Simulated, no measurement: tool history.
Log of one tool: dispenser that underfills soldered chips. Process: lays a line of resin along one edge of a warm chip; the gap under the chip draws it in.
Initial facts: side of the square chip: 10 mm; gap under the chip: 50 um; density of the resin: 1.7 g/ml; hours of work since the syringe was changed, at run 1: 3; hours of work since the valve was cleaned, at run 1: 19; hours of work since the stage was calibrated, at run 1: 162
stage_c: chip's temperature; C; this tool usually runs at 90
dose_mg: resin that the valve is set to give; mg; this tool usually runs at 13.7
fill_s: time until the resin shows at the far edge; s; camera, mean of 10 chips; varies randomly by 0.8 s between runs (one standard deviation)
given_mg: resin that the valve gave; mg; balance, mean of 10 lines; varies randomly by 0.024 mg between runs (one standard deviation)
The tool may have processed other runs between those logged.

run  hour  stage_c  dose_mg  hours of work since the syringe was changed  hours of work since the valve was cleaned  hours of work since the stage was calibrated  fill_s  given_mg
  1   0.0       90     13.7                                            3                                         19                                           162    88.3     13.69
  2   4.5       90     13.7                                            7                                         22                                           166   103.9     13.67
      9.2  -- new syringe of resin
  3  12.6       90     13.7                                            3                                         28                                           171    85.6     13.61
  4  19.8       90     13.7                                            8                                         33                                           177   108.1     13.65
     23.2  -- new syringe of resin
  5  25.9       90     13.7                                            2                                         37                                           181    83.8     13.54
  6  30.0      102     13.7                                            5                                         40                                           184    56.9     13.56
  7  34.2       79     13.7                                            8                                         44                                           187   193.5     13.56
     37.5  -- new syringe of resin
  8  40.4       79     13.7                                            2                                         48                                           192   148.7     13.52
  9  46.8       79     13.7                                            7                                         53                                           196   184.6     13.49
     51.5  -- new syringe of resin
 10  52.8       79     13.7                                            1                                         57                                           201   138.8     13.51
 11  57.1       92     15.2                                            4                                         60                                           204    86.6     14.93
     59.1  -- dispensing valve cleaned and set on the balance
 12  65.3       93     15.4                                           10                                          5                                           209   103.7     15.36
     66.7  -- new syringe of resin
 13  70.5       88     15.4                                            3                                          8                                           213    97.7     15.30

Branching from run 13: 5 alternative next runs. What would each branch give?
  A  73.8       84     14.6                                            5                                         11                                           215       ?         ?
  B  73.8       90     11.6                                            5                                         11                                           215       ?         ?
  C  73.8       95     17.4                                            5                                         11                                           215       ?         ?
  D  73.8       77     17.7                                            5                                         11                                           215       ?         ?
  E  73.8       80     15.4                                            5                                         11                                           215       ?         ?

run  fill_s  given_mg
  A   132.5     14.51
  B   104.5     11.53
  C    78.7     17.34
  D   188.9     17.60
  E   162.3     15.35
What these runs would have given with no unlogged condition in the tool:
run  fill_s  given_mg
  A    96.9     14.59
  B    76.4     11.59
  C    57.6     17.43
  D   137.7     17.68
  E   118.4     15.43
